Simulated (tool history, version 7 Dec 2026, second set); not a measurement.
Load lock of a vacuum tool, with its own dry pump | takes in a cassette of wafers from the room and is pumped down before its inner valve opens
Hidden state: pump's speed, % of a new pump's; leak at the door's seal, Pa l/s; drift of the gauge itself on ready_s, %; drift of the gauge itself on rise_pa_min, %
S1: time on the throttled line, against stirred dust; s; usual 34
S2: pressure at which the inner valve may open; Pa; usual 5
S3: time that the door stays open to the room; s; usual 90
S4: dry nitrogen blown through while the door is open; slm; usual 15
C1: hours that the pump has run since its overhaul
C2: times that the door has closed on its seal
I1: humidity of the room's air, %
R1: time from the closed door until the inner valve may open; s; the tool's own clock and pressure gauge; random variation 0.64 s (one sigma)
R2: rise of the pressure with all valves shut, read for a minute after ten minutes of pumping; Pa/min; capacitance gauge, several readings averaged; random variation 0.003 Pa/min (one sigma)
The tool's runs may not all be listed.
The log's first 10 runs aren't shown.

| run | hour | S1 | S2 | S3 | S4 | C1 | C2 | I1 | R1 | R2 |
|---|---|---|---|---|---|---|---|---|---|---|
| 11 | 885.4 | 34 | 5 | 39 | 15 | 4520 | 6733 | 50.4 | 96.7 | 0.044 |
| 12 | 935.7 | 34 | 5 | 90 | 15 | 4570 | 6836 | 44.5 | 96.4 | 0.049 |
| 13 | 1035.9 | 34 | 5 | 90 | 19 | 4671 | 7043 | 45.8 | 96.8 | 0.044 |
| 14 | 1155.1 | 34 | 5 | 90 | 19 | 4790 | 7288 | 43.9 | 97.8 | 0.046 |
| 15 | 1233.0 | 34 | 5 | 90 | 19 | 4868 | 7448 | 45.3 | 95.5 | 0.054 |
| 16 | 1325.6 | 34 | 6 | 90 | 15 | 4960 | 7639 | 47.6 | 96.2 | 0.056 |
| 17 | 1420.8 | 65 | 5 | 90 | 16 | 5055 | 7835 | 47.6 | 119.7 | 0.051 |
| 18 | 1471.2 | 68 | 5 | 85 | 16 | 5106 | 7939 | 47.9 | 122.0 | 0.056 |
| 19 | 1526.7 | 20 | 9 | 55 | 17 | 5161 | 8053 | 45.2 | 82.4 | 0.057 |
| 20 | 1645.6 | 18 | 10 | 37 | 38 | 5280 | 8298 | 42.6 | 82.1 | 0.044 |
| 21 | 1710.8 | 40 | 4 | 133 | 28 | 5345 | 8432 | 42.0 | 102.9 | 0.059 |
| 22 | 1759.3 | 40 | 4 | 133 | 28 | 5394 | 8532 | 49.2 | 104.6 | 0.058 |
| 23 | 1821.6 | 40 | 4 | 133 | 28 | 5456 | 8660 | 49.3 | 104.1 | 0.056 |
| 24 | 1882.8 | 40 | 4 | 133 | 28 | 5517 | 8786 | 42.7 | 102.5 | 0.053 |
| 25 | 1970.4 | 40 | 4 | 133 | 28 | 5605 | 8967 | 45.2 | 102.4 | 0.060 |
| 26 | 2076.5 | 34 | 5 | 160 | 23 | 5711 | 9185 | 44.9 | 97.9 | 0.066 |
| 27 | 2174.7 | 24 | 5 | 146 | 23 | 5809 | 9387 | 46.8 | 90.8 | 0.065 |
| 28 | 2290.0 | 29 | 5 | 90 | 15 | 5925 | 9625 | 46.4 | 95.2 | 0.065 |
| 29 | 2405.7 | 29 | 5 | 90 | 15 | 6040 | 9863 | 43.4 | 94.0 | 0.060 |
| 30 | 2519.8 | 40 | 5 | 90 | 11 | 6154 | 10098 | 44.7 | 102.7 | 0.067 |
| 31 | 2596.5 | 40 | 5 | 90 | 11 | 6231 | 10256 | 45.2 | 103.5 | 0.068 |
| 32 | 2656.9 | 17 | 6 | 90 | 15 | 6292 | 10380 | 45.7 | 84.7 | 0.063 |

Forecast each of these 4 alternatives for the next run:
| A | 2729.1 | 61 | 5 | 90 | 9 | 6364 | 10529 | 46.2 | ? | ? |
| B | 2729.1 | 67 | 5 | 90 | 15 | 6364 | 10529 | 42.9 | ? | ? |
| C | 2729.1 | 29 | 6 | 56 | 17 | 6364 | 10529 | 44.0 | ? | ? |
| D | 2729.1 | 34 | 5 | 90 | 35 | 6364 | 10529 | 48.0 | ? | ? |

| run | R1 | R2 |
|---|---|---|
| A | 118.0 | 0.072 |
| B | 121.3 | 0.064 |
| C | 93.0 | 0.059 |
| D | 99.5 | 0.061 |
Without the tool's hidden state the same runs would have given:
| run | R1 | R2 |
|---|---|---|
| A | 114.3 | 0.027 |
| B | 117.7 | 0.019 |
| C | 89.0 | 0.014 |
| D | 95.3 | 0.015 |
